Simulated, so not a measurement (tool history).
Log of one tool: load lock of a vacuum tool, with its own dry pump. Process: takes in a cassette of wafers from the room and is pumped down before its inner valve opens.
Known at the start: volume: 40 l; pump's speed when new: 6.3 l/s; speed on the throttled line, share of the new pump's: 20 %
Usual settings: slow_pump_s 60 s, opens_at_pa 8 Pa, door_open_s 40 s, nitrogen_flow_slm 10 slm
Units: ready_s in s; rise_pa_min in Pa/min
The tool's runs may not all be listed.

| run | hour | slow_pump_s | opens_at_pa | door_open_s | nitrogen_flow_slm | incoming humidity of the room's air, % | ready_s | rise_pa_min |
|---|---|---|---|---|---|---|---|---|
| 1 | 0 | 60 | 8 | 40 | 10 | 48.5 | 108.1 | 0.082 |
| 2 | 76.6 | 60 | 8 | 40 | 10 | 45 | 110.1 | 0.085 |
| 3 | 216.5 | 60 | 8 | 40 | 10 | 44.2 | 111 | 0.079 |
| 4 | 367.2 | 60 | 8 | 40 | 10 | 45.1 | 110 | 0.089 |
| 5 | 453 | 60 | 12 | 40 | 10 | 47.8 | 106.6 | 0.086 |
| 6 | 534.1 | 60 | 12 | 40 | 10 | 46.1 | 108.9 | 0.088 |
| 7 | 668.2 | 60 | 8 | 40 | 10 | 46.1 | 109.9 | 0.085 |
| 8 | 774.3 | 60 | 8 | 40 | 10 | 44.2 | 108.7 | 0.091 |
| 9 | 912 | 60 | 8 | 40 | 10 | 42.9 | 111.6 | 0.09 |
| 10 | 1013.2 | 60 | 11 | 40 | 10 | 45 | 108.9 | 0.089 |
| 11 | 1117 | 66 | 8 | 66 | 10 | 43 | 114.6 | 0.101 |
| 12 | 1236.8 | 90 | 11 | 40 | 27 | 47 | 132 | 0.076 |
| 13 | 1360.5 | 100 | 11 | 40 | 27 | 46.4 | 141.1 | 0.076 |
| 14 | 1469.8 | 74 | 15 | 68 | 31 | 46.4 | 117.8 | 0.087 |

Run 15 comes next. What will it give?
| 15 | 1599.8 | 74 | 6 | 68 | 31 | 43.6 | ? | ? |

ready_s: 124.5 s
rise_pa_min: 0.084 Pa/min
Without the tool's hidden state the same run would have given ready_s 122.9 s, rise_pa_min 0.038 Pa/min.
